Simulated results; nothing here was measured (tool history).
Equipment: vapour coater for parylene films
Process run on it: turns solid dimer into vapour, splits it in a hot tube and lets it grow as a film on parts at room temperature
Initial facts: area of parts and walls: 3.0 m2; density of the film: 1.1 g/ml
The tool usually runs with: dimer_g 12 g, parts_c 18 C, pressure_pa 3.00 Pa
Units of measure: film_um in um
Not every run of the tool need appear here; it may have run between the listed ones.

run 1 day=0.000 | dimer_g=12 parts_c=18 pressure_pa=3.00 | film_um=2.90
run 2 day=1.371 | dimer_g=16 parts_c=18 pressure_pa=3.00 | film_um=3.90
run 3 day=4.162 | dimer_g=16 parts_c=18 pressure_pa=3.00 | film_um=3.87
run 4 day=6.496 | dimer_g=12 parts_c=18 pressure_pa=3.00 | film_um=2.90
run 5 day=8.746 | dimer_g=12 parts_c=18 pressure_pa=3.00 | film_um=2.86
run 6 day=10.325 | dimer_g=12 parts_c=18 pressure_pa=3.00 | film_um=2.83
run 7 day=13.329 | dimer_g=12 parts_c=18 pressure_pa=3.85 | film_um=2.69
run 8 day=15.529 | dimer_g=12 parts_c=18 pressure_pa=3.85 | film_um=2.64
run 9 day=18.283 | dimer_g=12 parts_c=13 pressure_pa=3.00 | film_um=3.43
run 10 day=20.688 | dimer_g=12 parts_c=18 pressure_pa=3.00 | film_um=2.76
-- day=21.842 trap's valve overhauled
run 11 day=24.083 | dimer_g=12 parts_c=28 pressure_pa=3.00 | film_um=1.71
run 12 day=26.217 | dimer_g=12 parts_c=15 pressure_pa=3.00 | film_um=3.01
run 13 day=28.671 | dimer_g=12 parts_c=15 pressure_pa=3.00 | film_um=3.06
run 14 day=31.112 | dimer_g=11 parts_c=21 pressure_pa=3.20 | film_um=2.07
run 15 day=34.196 | dimer_g=12 parts_c=20 pressure_pa=3.00 | film_um=2.36
run 16 day=35.546 | dimer_g=22 parts_c=28 pressure_pa=5.50 | film_um=2.66

Expected results for the next run?
-- day=37.700 trap's valve overhauled, once more
run 17 day=38.388 | dimer_g=12 parts_c=25 pressure_pa=3.46 | film_um=?

{"run 17": {"film_um": 2.03}}
On a tool with no hidden condition, and with the same random variation, this run would have come out at film_um 2.08 um.
